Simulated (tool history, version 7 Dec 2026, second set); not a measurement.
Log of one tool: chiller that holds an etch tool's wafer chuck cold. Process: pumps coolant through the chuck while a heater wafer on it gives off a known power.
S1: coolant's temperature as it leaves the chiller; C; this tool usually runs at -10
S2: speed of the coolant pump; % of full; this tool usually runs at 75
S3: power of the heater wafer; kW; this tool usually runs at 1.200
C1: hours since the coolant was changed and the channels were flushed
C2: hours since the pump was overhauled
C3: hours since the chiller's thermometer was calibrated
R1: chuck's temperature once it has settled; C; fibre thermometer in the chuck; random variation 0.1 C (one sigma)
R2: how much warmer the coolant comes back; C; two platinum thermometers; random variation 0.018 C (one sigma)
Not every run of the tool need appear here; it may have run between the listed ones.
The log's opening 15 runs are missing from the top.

run,hour,S1,S2,S3,C1,C2,C3,R1,R2
16,1116.8,-1,76,1.200,2085,3175,442,15.0,4.01
17,1231.3,-1,76,1.200,2200,3290,557,15.0,3.98
18,1285.5,-1,76,1.200,2254,3344,611,14.8,4.01
19,1374.4,-9,75,1.200,2343,3433,700,7.2,4.06
20,1450.0,-16,75,0.687,2418,3508,775,-6.7,2.33
21,1564.5,-16,64,0.960,2533,3623,890,-1.0,3.86
22,1680.5,-18,81,1.200,2649,3739,1006,-2.7,3.75
23,1784.8,-17,78,0.925,2753,3843,1110,-4.5,3.04
24,1843.1,-14,100,1.220,2812,3901,1168,-0.9,3.08
25,1922.8,-14,100,1.220,2891,3981,1248,-0.9,3.08
26,1970.7,-14,100,1.220,2939,4029,1296,-0.9,3.07
27,2065.5,-15,75,1.046,3034,4124,1391,-0.5,3.54
28,2137.1,-4,94,0.829,3106,4195,1462,5.5,2.22
29,2213.3,-6,64,0.666,3182,4272,1539,4.3,2.65
30,2290.7,-11,86,1.222,3259,4349,1616,4.1,3.62
31,2353.9,-6,69,0.760,3322,4412,1679,5.5,2.83
32,2406.6,-6,71,1.282,3375,4465,1732,12.7,4.59

Here are 3 independent what-if runs from the current tool condition. What would each one return?
A,2499.4,-6,76,1.282,3468,4558,1825,?,?
B,2499.4,-6,76,1.146,3468,4558,1825,?,?
C,2499.4,-8,73,1.437,3468,4558,1825,?,?

run,R1,R2
A,11.6,4.34
B,9.7,3.85
C,12.5,5.07
Without the tool's unlogged condition, the same runs would have read:
run,R1,R2
A,10.2,4.18
B,8.5,3.72
C,10.9,4.89

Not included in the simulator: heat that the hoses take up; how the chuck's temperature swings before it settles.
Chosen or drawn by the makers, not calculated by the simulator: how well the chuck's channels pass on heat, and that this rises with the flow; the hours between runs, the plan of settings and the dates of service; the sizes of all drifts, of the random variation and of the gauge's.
